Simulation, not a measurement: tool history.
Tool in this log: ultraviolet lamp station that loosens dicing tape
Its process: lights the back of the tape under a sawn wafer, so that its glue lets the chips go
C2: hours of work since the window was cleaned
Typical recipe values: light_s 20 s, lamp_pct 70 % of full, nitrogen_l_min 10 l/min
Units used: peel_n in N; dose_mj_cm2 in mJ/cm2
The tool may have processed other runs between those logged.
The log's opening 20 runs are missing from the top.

Run 21, hour 196.4: usual settings but lamp_pct 84 % of full, nitrogen_l_min 6 l/min; hours of work of the lamp 322; C2 65. Result: peel_n 0.992 N, dose_mj_cm2 339 mJ/cm2.
Run 22, hour 208.5: usual settings but lamp_pct 84 % of full, nitrogen_l_min 6 l/min; hours of work of the lamp 331; C2 75. Result: peel_n 0.994 N, dose_mj_cm2 342 mJ/cm2.
Run 23, hour 220.9: usual settings but light_s 23 s, lamp_pct 61 % of full, nitrogen_l_min 11 l/min; hours of work of the lamp 341; C2 84. Result: peel_n 0.931 N, dose_mj_cm2 281 mJ/cm2.
Run 24, hour 227.2: usual settings but light_s 31 s, lamp_pct 74 % of full; hours of work of the lamp 346; C2 89. Result: peel_n 0.444 N, dose_mj_cm2 461 mJ/cm2.
Run 25, hour 238.3: usual settings but light_s 31 s, lamp_pct 83 % of full, nitrogen_l_min 18 l/min; hours of work of the lamp 354; C2 98. Result: peel_n 0.292 N, dose_mj_cm2 512 mJ/cm2.
Run 26, hour 248.2: usual settings but light_s 31 s, lamp_pct 74 % of full, nitrogen_l_min 8 l/min; hours of work of the lamp 362; C2 105. Result: peel_n 0.52 N, dose_mj_cm2 458 mJ/cm2.
Run 27, hour 254.3: usual settings but light_s 12 s, lamp_pct 74 % of full, nitrogen_l_min 8 l/min; hours of work of the lamp 366; C2 110. Result: peel_n 1.888 N, dose_mj_cm2 176 mJ/cm2.
Run 28, hour 260.5: usual settings but light_s 12 s, lamp_pct 90 % of full, nitrogen_l_min 18 l/min; hours of work of the lamp 371; C2 115. Result: peel_n 1.141 N, dose_mj_cm2 214 mJ/cm2.
Run 29, hour 270.4: usual settings but light_s 38 s, lamp_pct 82 % of full, nitrogen_l_min 15 l/min; hours of work of the lamp 379; C2 122. Result: peel_n 0.246 N, dose_mj_cm2 608 mJ/cm2.
Run 30, hour 281: usual settings but lamp_pct 91 % of full; hours of work of the lamp 387; C2 131. Result: peel_n 0.68 N, dose_mj_cm2 357 mJ/cm2.
Run 31, hour 291.6: usual settings but light_s 12 s, lamp_pct 66 % of full, nitrogen_l_min 5 l/min; hours of work of the lamp 395; C2 139. Result: peel_n 2.523 N, dose_mj_cm2 153 mJ/cm2.
Run 32, hour 297.4: usual settings but light_s 36 s, lamp_pct 79 % of full, nitrogen_l_min 9 l/min; hours of work of the lamp 399; C2 143. Result: peel_n 0.352 N, dose_mj_cm2 556 mJ/cm2.
Run 33, hour 308.9: usual settings but light_s 14 s, lamp_pct 87 % of full; hours of work of the lamp 408; C2 152. Result: peel_n 1.272 N, dose_mj_cm2 237 mJ/cm2.
Run 34, hour 318.8: usual settings but light_s 15 s, lamp_pct 90 % of full, nitrogen_l_min 17 l/min; hours of work of the lamp 416; C2 159. Result: peel_n 0.869 N, dose_mj_cm2 260 mJ/cm2.
Run 35, hour 331.7: usual settings but light_s 15 s, lamp_pct 61 % of full, nitrogen_l_min 16 l/min; hours of work of the lamp 426; C2 169. Result: peel_n 1.493 N, dose_mj_cm2 179 mJ/cm2.
Run 36, hour 339.9: usual settings but light_s 15 s, lamp_pct 61 % of full, nitrogen_l_min 16 l/min; hours of work of the lamp 432; C2 176. Result: peel_n 1.48 N, dose_mj_cm2 175 mJ/cm2.
Run 37, hour 353.4: usual settings but light_s 23 s, lamp_pct 99 % of full, nitrogen_l_min 17 l/min; hours of work of the lamp 442; C2 186. Result: peel_n 0.37 N, dose_mj_cm2 435 mJ/cm2.
Run 38, hour 363.7: usual settings but light_s 35 s, nitrogen_l_min 7 l/min; hours of work of the lamp 450; C2 194. Result: peel_n 0.548 N, dose_mj_cm2 475 mJ/cm2.
Run 39, hour 374.4: usual settings but light_s 12 s, nitrogen_l_min 5 l/min; hours of work of the lamp 459; C2 202. Result: peel_n 2.462 N, dose_mj_cm2 162 mJ/cm2.
Run 40, hour 382.8: usual settings but light_s 12 s, nitrogen_l_min 5 l/min; hours of work of the lamp 465; C2 209. Result: peel_n 2.46 N, dose_mj_cm2 159 mJ/cm2.
Run 41, hour 394.4: usual settings but light_s 12 s, nitrogen_l_min 5 l/min; hours of work of the lamp 474; C2 218. Result: peel_n 2.51 N, dose_mj_cm2 160 mJ/cm2.
Run 42, hour 405.5: usual settings but light_s 12 s, nitrogen_l_min 3 l/min; hours of work of the lamp 482; C2 226. Result: peel_n 2.912 N, dose_mj_cm2 163 mJ/cm2.

Consider 4 possible next runs. They are alternatives, not a sequence: every one starts from the tool as it was left by run 42. What does each give?
Run A, hour 413.8: usual settings but light_s 12 s, nitrogen_l_min 3 l/min; hours of work of the lamp 489; C2 233. Result: peel_n ?, dose_mj_cm2 ?.
Run B, hour 413.8: usual settings but light_s 17 s, nitrogen_l_min 19 l/min; hours of work of the lamp 489; C2 233. Result: peel_n ?, dose_mj_cm2 ?.
Run C, hour 413.8: usual settings but light_s 12 s, nitrogen_l_min 3 l/min; hours of work of the lamp 489; C2 233. Result: peel_n ?, dose_mj_cm2 ?.
Run D, hour 413.8: usual settings but light_s 12 s, lamp_pct 79 % of full, nitrogen_l_min 4 l/min; hours of work of the lamp 489; C2 233. Result: peel_n ?, dose_mj_cm2 ?.

run  peel_n  dose_mj_cm2
  A   2.893          157
  B   1.004          227
  C   2.919          160
  D   2.505          176
Without the tool's unlogged condition, the same runs would have read:
run  peel_n  dose_mj_cm2
  A   2.568          188
  B   0.762          271
  C   2.592          191
  D   2.161          211
